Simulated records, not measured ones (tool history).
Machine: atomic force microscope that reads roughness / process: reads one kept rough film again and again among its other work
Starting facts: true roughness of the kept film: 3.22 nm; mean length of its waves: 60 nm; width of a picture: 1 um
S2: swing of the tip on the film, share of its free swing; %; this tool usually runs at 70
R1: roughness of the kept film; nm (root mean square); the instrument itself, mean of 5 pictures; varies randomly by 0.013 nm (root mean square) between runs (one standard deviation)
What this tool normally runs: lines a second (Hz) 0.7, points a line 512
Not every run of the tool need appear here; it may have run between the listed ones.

Run 1, day 0.000: usual settings. Result: R1 2.958 nm (root mean square).
At day 0.325: new tip fitted.
Run 2, day 2.025: usual settings. Result: R1 3.004 nm (root mean square).
Run 3, day 4.321: usual settings. Result: R1 2.983 nm (root mean square).
At day 5.796: new tip fitted.
Run 4, day 6.108: usual settings. Result: R1 2.959 nm (root mean square).
Run 5, day 9.312: usual settings. Result: R1 2.988 nm (root mean square).
At day 11.454: new tip fitted.
Run 6, day 12.525: usual settings. Result: R1 2.999 nm (root mean square).
Run 7, day 14.517: usual settings but points a line 716. Result: R1 2.981 nm (root mean square).
Run 8, day 16.479: usual settings but points a line 716. Result: R1 2.970 nm (root mean square).
At day 17.150: new tip fitted.
Run 9, day 18.021: usual settings but points a line 716. Result: R1 2.994 nm (root mean square).
Run 10, day 20.479: usual settings but points a line 716. Result: R1 2.987 nm (root mean square).
Run 11, day 22.021: usual settings but points a line 716. Result: R1 2.994 nm (root mean square).
At day 22.633: new tip fitted.
Run 12, day 25.221: usual settings but S2 57 %, points a line 716. Result: R1 3.053 nm (root mean square).
At day 28.254: new tip fitted.
Run 13, day 28.375: usual settings but S2 57 %, points a line 716. Result: R1 3.050 nm (root mean square).
Run 14, day 31.108: usual settings but S2 57 %, points a line 716. Result: R1 3.076 nm (root mean square).

Run 15 is up next; what results do you expect?
At day 33.808: new tip fitted.
Run 15, day 33.825: usual settings but S2 57 %, points a line 716. Result: R1 ?.

{"run 15": {"R1": 3.049}}
Had the tool carried no hidden state, the very same run would have given R1 3.049 nm (root mean square).
